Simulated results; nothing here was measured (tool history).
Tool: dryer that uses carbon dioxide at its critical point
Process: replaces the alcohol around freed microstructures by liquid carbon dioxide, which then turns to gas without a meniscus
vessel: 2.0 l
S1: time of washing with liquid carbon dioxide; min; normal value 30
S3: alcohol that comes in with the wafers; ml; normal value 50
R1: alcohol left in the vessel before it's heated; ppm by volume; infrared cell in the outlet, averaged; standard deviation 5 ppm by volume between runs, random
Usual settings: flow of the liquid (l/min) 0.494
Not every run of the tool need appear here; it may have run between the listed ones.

{"run": 1, "day": 0.0, "S1": 30, "flow of the liquid (l/min)": 0.494, "S3": 50, "R1": 47}
{"run": 2, "day": 0.754, "S1": 30, "flow of the liquid (l/min)": 0.494, "S3": 50, "R1": 53}
{"run": 3, "day": 1.446, "S1": 38, "flow of the liquid (l/min)": 0.494, "S3": 50, "R1": 30}
{"run": 4, "day": 2.417, "S1": 38, "flow of the liquid (l/min)": 0.494, "S3": 50, "R1": 25}
{"run": 5, "day": 2.883, "S1": 38, "flow of the liquid (l/min)": 0.494, "S3": 50, "R1": 26}
{"run": 6, "day": 3.45, "S1": 30, "flow of the liquid (l/min)": 0.494, "S3": 50, "R1": 59}
{"run": 7, "day": 3.858, "S1": 30, "flow of the liquid (l/min)": 0.494, "S3": 50, "R1": 64}
{"run": 8, "day": 4.333, "S1": 30, "flow of the liquid (l/min)": 0.494, "S3": 50, "R1": 65}
{"run": 9, "day": 4.942, "S1": 30, "flow of the liquid (l/min)": 0.494, "S3": 50, "R1": 64}
{"run": 10, "day": 5.496, "S1": 30, "flow of the liquid (l/min)": 0.494, "S3": 50, "R1": 60}
{"run": 11, "day": 6.2, "S1": 30, "flow of the liquid (l/min)": 0.334, "S3": 50, "R1": 337}
{"run": 12, "day": 6.6, "S1": 30, "flow of the liquid (l/min)": 0.494, "S3": 50, "R1": 68}
{"run": 13, "day": 7.196, "S1": 30, "flow of the liquid (l/min)": 0.494, "S3": 50, "R1": 58}
{"run": 14, "day": 7.629, "S1": 30, "flow of the liquid (l/min)": 0.659, "S3": 50, "R1": 26}
{"run": 15, "day": 8.162, "S1": 30, "flow of the liquid (l/min)": 0.494, "S3": 89, "R1": 95}
{"run": 16, "day": 8.933, "S1": 30, "flow of the liquid (l/min)": 0.494, "S3": 89, "R1": 96}
{"run": 17, "day": 9.858, "S1": 30, "flow of the liquid (l/min)": 0.424, "S3": 62, "R1": 143}
{"run": 18, "day": 10.4, "S1": 20, "flow of the liquid (l/min)": 0.582, "S3": 43, "R1": 160}
{"run": 19, "day": 11.154, "S1": 20, "flow of the liquid (l/min)": 0.582, "S3": 43, "R1": 161}
{"run": 20, "day": 12.0, "S1": 40, "flow of the liquid (l/min)": 0.582, "S3": 101, "R1": 31}
{"run": 21, "day": 12.671, "S1": 23, "flow of the liquid (l/min)": 0.582, "S3": 23, "R1": 74}
{"run": 22, "day": 13.658, "S1": 23, "flow of the liquid (l/min)": 0.582, "S3": 80, "R1": 153}
{"run": 23, "day": 14.062, "S1": 23, "flow of the liquid (l/min)": 0.458, "S3": 80, "R1": 445}
{"run": 24, "day": 14.721, "S1": 23, "flow of the liquid (l/min)": 0.458, "S3": 80, "R1": 430}
{"run": 25, "day": 15.679, "S1": 47, "flow of the liquid (l/min)": 0.494, "S3": 50, "R1": 44}
{"run": 26, "day": 16.638, "S1": 30, "flow of the liquid (l/min)": 0.791, "S3": 62, "R1": 35}
{"run": 27, "day": 17.354, "S1": 30, "flow of the liquid (l/min)": 0.791, "S3": 62, "R1": 42}
{"run": 28, "day": 17.754, "S1": 23, "flow of the liquid (l/min)": 0.494, "S3": 23, "R1": 130}

Measured less the same run without the tool's hidden state. The same run-to-run variation is in both; the gauge's scatter may not be:
Hidden state at play: flow that reaches the vessel past the clogged filter, %; alcohol in the recycled carbon dioxide, ppm; drift of the gauge itself on alcohol_ppm, %.
run=1 R1=+22
run=2 R1=+23
run=3 R1=+20
run=4 R1=+21
run=5 R1=+22
run=6 R1=+28
run=7 R1=+29
run=8 R1=+29
run=9 R1=+29
run=10 R1=+32
run=11 R1=+77
run=12 R1=+34
run=13 R1=+34
run=14 R1=+26
run=15 R1=+44
run=16 R1=+45
run=17 R1=+57
run=18 R1=+58
run=19 R1=+60
run=20 R1=+31
run=21 R1=+40
run=22 R1=+67
run=23 R1=+137
run=24 R1=+132
run=25 R1=+35
run=26 R1=+35
run=27 R1=+36
run=28 R1=+63
